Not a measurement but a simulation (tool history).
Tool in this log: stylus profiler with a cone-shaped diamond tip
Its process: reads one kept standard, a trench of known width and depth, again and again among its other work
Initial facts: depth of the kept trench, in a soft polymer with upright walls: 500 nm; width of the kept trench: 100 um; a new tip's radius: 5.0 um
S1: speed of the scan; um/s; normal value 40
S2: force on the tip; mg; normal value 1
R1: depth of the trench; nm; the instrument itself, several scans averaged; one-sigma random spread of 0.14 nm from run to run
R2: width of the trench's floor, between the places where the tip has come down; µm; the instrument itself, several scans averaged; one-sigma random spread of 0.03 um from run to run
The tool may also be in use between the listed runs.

run 1 hour=0 | S1=40 S2=1 | R1=502.98 R2=94.04
run 2 hour=21.8 | S1=40 S2=1 | R1=502.82 R2=94
run 3 hour=37.6 | S1=40 S2=1 | R1=502.84 R2=94.03
run 4 hour=71.6 | S1=40 S2=1 | R1=502.71 R2=93.98
run 5 hour=96.6 | S1=40 S2=0.77 | R1=502.59 R2=93.91
run 6 hour=111.7 | S1=40 S2=0.77 | R1=502.85 R2=93.91
run 7 hour=133.8 | S1=40 S2=0.77 | R1=502.51 R2=93.91
run 8 hour=166.9 | S1=30 S2=1 | R1=502.85 R2=93.94
run 9 hour=186.3 | S1=30 S2=1 | R1=503.14 R2=93.92
run 10 hour=210 | S1=11 S2=1 | R1=503.17 R2=94.02
run 11 hour=240.4 | S1=11 S2=1 | R1=502.95 R2=93.96
run 12 hour=258.9 | S1=11 S2=1 | R1=503.18 R2=94.04
run 13 hour=287.7 | S1=11 S2=1 | R1=503.11 R2=93.97
run 14 hour=305.7 | S1=40 S2=1.62 | R1=503.97 R2=93.82
run 15 hour=320.2 | S1=40 S2=0.39 | R1=502.25 R2=93.63
run 16 hour=337.3 | S1=16 S2=1 | R1=503.08 R2=93.94
run 17 hour=371.2 | S1=40 S2=1 | R1=503.23 R2=93.78
run 18 hour=401.7 | S1=40 S2=1 | R1=503.03 R2=93.72
run 19 hour=423 | S1=40 S2=1 | R1=503.13 R2=93.73
-- hour=425.6 height scale calibrated on a step standard
run 20 hour=448.4 | S1=19 S2=1 | R1=503.32 R2=93.85
run 21 hour=475.3 | S1=19 S2=1 | R1=503.72 R2=93.79
run 22 hour=489.8 | S1=63 S2=1 | R1=503.62 R2=93.54
run 23 hour=515.1 | S1=63 S2=1 | R1=503.73 R2=93.56
run 24 hour=528.9 | S1=24 S2=0.96 | R1=503.52 R2=93.72
-- hour=551.3 height scale calibrated on a step standard, once more
run 25 hour=552.7 | S1=126 S2=2.16 | R1=503.15 R2=93.43
run 26 hour=586.9 | S1=126 S2=2.16 | R1=503.31 R2=93.35
run 27 hour=605.2 | S1=126 S2=2.16 | R1=503.41 R2=93.35
run 28 hour=637.6 | S1=118 S2=0.53 | R1=501.2 R2=92.86
run 29 hour=658.7 | S1=23 S2=1.13 | R1=502.45 R2=93.66
run 30 hour=676.8 | S1=50 S2=1.94 | R1=503.24 R2=93.56
run 31 hour=708.4 | S1=61 S2=0.96 | R1=502.02 R2=93.38
run 32 hour=728.8 | S1=40 S2=1.05 | R1=502.28 R2=93.57
run 33 hour=747.2 | S1=39 S2=1 | R1=502.22 R2=93.55
run 34 hour=773.8 | S1=13 S2=0.89 | R1=502.3 R2=93.64
run 35 hour=806.3 | S1=127 S2=1.01 | R1=502.25 R2=93
run 36 hour=825.7 | S1=127 S2=1.01 | R1=502.18 R2=92.97
run 37 hour=851.1 | S1=106 S2=2.3 | R1=503.57 R2=93.28
run 38 hour=882.1 | S1=15 S2=0.48 | R1=501.6 R2=93.51
run 39 hour=907.3 | S1=23 S2=1.13 | R1=502.12 R2=93.48
run 40 hour=926.8 | S1=23 S2=1.13 | R1=502.54 R2=93.53
run 41 hour=945.7 | S1=22 S2=1.02 | R1=502.35 R2=93.44
run 42 hour=962.4 | S1=36 S2=1.03 | R1=502.23 R2=93.38
run 43 hour=977.8 | S1=23 S2=0.6 | R1=501.89 R2=93.41
run 44 hour=994.9 | S1=86 S2=1.47 | R1=502.9 R2=93.17
run 45 hour=1018.4 | S1=61 S2=1 | R1=502.62 R2=93.18

Consider 4 possible next runs. They are alternatives, not a sequence: every one starts from the tool as it was left by run 45. What does each give?
run A hour=1041.2 | S1=72 S2=2.76 | R1=? R2=?
run B hour=1041.2 | S1=96 S2=0.34 | R1=? R2=?
run C hour=1041.2 | S1=57 S2=2.6 | R1=? R2=?
run D hour=1041.2 | S1=19 S2=1.83 | R1=? R2=?

run=A R1=504.36 R2=93.25
run=B R1=501.24 R2=92.57
run=C R1=504.1 R2=93.33
run=D R1=503.24 R2=93.45
Without the tool's hidden state the same runs would have given:
run=A R1=503.91 R2=95.36
run=B R1=500.79 R2=94.68
run=C R1=503.65 R2=95.44
run=D R1=502.8 R2=95.55

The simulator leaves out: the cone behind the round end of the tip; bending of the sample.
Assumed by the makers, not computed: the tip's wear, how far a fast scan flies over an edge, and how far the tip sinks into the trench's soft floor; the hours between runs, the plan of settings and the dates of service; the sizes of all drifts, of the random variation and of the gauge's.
